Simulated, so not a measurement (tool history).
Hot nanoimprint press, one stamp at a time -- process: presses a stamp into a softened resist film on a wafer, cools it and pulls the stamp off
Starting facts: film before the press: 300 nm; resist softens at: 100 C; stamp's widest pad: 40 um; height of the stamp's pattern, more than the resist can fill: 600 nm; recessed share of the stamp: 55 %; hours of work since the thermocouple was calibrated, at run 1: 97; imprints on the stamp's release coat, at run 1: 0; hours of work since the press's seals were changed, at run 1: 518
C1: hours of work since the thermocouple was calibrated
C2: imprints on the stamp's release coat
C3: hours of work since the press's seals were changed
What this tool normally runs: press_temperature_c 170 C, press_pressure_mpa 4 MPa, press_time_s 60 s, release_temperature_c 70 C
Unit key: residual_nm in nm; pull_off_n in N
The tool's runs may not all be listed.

{"run": 1, "hour": 0.0, "press_temperature_c": 170, "press_pressure_mpa": 4, "press_time_s": 60, "release_temperature_c": 70, "C1": 97, "C2": 0, "C3": 518, "residual_nm": 166.4, "pull_off_n": 174}
{"run": 2, "hour": 16.6, "press_temperature_c": 170, "press_pressure_mpa": 4, "press_time_s": 60, "release_temperature_c": 70, "C1": 109, "C2": 91, "C3": 530, "residual_nm": 165, "pull_off_n": 176}
{"run": 3, "hour": 38.3, "press_temperature_c": 170, "press_pressure_mpa": 4, "press_time_s": 60, "release_temperature_c": 70, "C1": 124, "C2": 211, "C3": 545, "residual_nm": 165.7, "pull_off_n": 179}
{"run": 4, "hour": 59.3, "press_temperature_c": 170, "press_pressure_mpa": 4, "press_time_s": 60, "release_temperature_c": 70, "C1": 139, "C2": 327, "C3": 560, "residual_nm": 165.5, "pull_off_n": 184}
{"run": 5, "hour": 82.5, "press_temperature_c": 170, "press_pressure_mpa": 4, "press_time_s": 60, "release_temperature_c": 70, "C1": 156, "C2": 454, "C3": 576, "residual_nm": 164.8, "pull_off_n": 189}
{"hour": 103.5, "done": "stamp cleaned and given a new release coat"}
{"run": 6, "hour": 106.6, "press_temperature_c": 170, "press_pressure_mpa": 4, "press_time_s": 60, "release_temperature_c": 71, "C1": 168, "C2": 17, "C3": 589, "residual_nm": 165, "pull_off_n": 166}
{"run": 7, "hour": 124.3, "press_temperature_c": 170, "press_pressure_mpa": 4, "press_time_s": 60, "release_temperature_c": 71, "C1": 181, "C2": 114, "C3": 602, "residual_nm": 164.8, "pull_off_n": 169}
{"run": 8, "hour": 138.4, "press_temperature_c": 170, "press_pressure_mpa": 4, "press_time_s": 60, "release_temperature_c": 71, "C1": 191, "C2": 192, "C3": 611, "residual_nm": 163.7, "pull_off_n": 173}
{"run": 9, "hour": 153.3, "press_temperature_c": 170, "press_pressure_mpa": 4, "press_time_s": 60, "release_temperature_c": 71, "C1": 201, "C2": 274, "C3": 622, "residual_nm": 163.9, "pull_off_n": 175}
{"run": 10, "hour": 164.1, "press_temperature_c": 160, "press_pressure_mpa": 4, "press_time_s": 60, "release_temperature_c": 70, "C1": 209, "C2": 333, "C3": 629, "residual_nm": 209.9, "pull_off_n": 181}
{"run": 11, "hour": 175.1, "press_temperature_c": 160, "press_pressure_mpa": 4, "press_time_s": 60, "release_temperature_c": 70, "C1": 216, "C2": 394, "C3": 637, "residual_nm": 208.8, "pull_off_n": 185}
{"run": 12, "hour": 191.5, "press_temperature_c": 170, "press_pressure_mpa": 4, "press_time_s": 60, "release_temperature_c": 70, "C1": 228, "C2": 485, "C3": 649, "residual_nm": 164.3, "pull_off_n": 188}
{"hour": 206.7, "done": "stamp cleaned and given a new release coat"}
{"run": 13, "hour": 219.0, "press_temperature_c": 170, "press_pressure_mpa": 4, "press_time_s": 60, "release_temperature_c": 70, "C1": 243, "C2": 68, "C3": 664, "residual_nm": 164, "pull_off_n": 172}
{"run": 14, "hour": 232.9, "press_temperature_c": 170, "press_pressure_mpa": 4, "press_time_s": 60, "release_temperature_c": 70, "C1": 253, "C2": 144, "C3": 674, "residual_nm": 162.9, "pull_off_n": 176}
{"run": 15, "hour": 255.9, "press_temperature_c": 170, "press_pressure_mpa": 4.58, "press_time_s": 60, "release_temperature_c": 66, "C1": 269, "C2": 271, "C3": 690, "residual_nm": 154.2, "pull_off_n": 200}
{"run": 16, "hour": 275.6, "press_temperature_c": 173, "press_pressure_mpa": 4, "press_time_s": 60, "release_temperature_c": 70, "C1": 283, "C2": 380, "C3": 704, "residual_nm": 149.8, "pull_off_n": 180}
{"run": 17, "hour": 295.0, "press_temperature_c": 168, "press_pressure_mpa": 4.94, "press_time_s": 55, "release_temperature_c": 70, "C1": 296, "C2": 486, "C3": 717, "residual_nm": 163.6, "pull_off_n": 188}
{"hour": 310.5, "done": "stamp cleaned and given a new release coat"}
{"run": 18, "hour": 313.8, "press_temperature_c": 170, "press_pressure_mpa": 4.04, "press_time_s": 74, "release_temperature_c": 70, "C1": 305, "C2": 18, "C3": 726, "residual_nm": 149.8, "pull_off_n": 169}
{"run": 19, "hour": 323.7, "press_temperature_c": 170, "press_pressure_mpa": 2.96, "press_time_s": 60, "release_temperature_c": 73, "C1": 312, "C2": 73, "C3": 733, "residual_nm": 178.2, "pull_off_n": 155}
{"run": 20, "hour": 339.3, "press_temperature_c": 170, "press_pressure_mpa": 4, "press_time_s": 60, "release_temperature_c": 72, "C1": 323, "C2": 159, "C3": 744, "residual_nm": 161.4, "pull_off_n": 163}
{"run": 21, "hour": 358.3, "press_temperature_c": 170, "press_pressure_mpa": 4, "press_time_s": 60, "release_temperature_c": 72, "C1": 337, "C2": 263, "C3": 758, "residual_nm": 161, "pull_off_n": 166}

Expected results for the next run?
{"run": 22, "hour": 369.1, "press_temperature_c": 170, "press_pressure_mpa": 4, "press_time_s": 60, "release_temperature_c": 72, "C1": 344, "C2": 323, "C3": 765, "residual_nm": "?", "pull_off_n": "?"}

{"run 22": {"residual_nm": 161.7, "pull_off_n": 168}}
Had the tool carried no hidden state, the very same run would have given residual_nm 166.8 nm, pull_off_n 165 N.

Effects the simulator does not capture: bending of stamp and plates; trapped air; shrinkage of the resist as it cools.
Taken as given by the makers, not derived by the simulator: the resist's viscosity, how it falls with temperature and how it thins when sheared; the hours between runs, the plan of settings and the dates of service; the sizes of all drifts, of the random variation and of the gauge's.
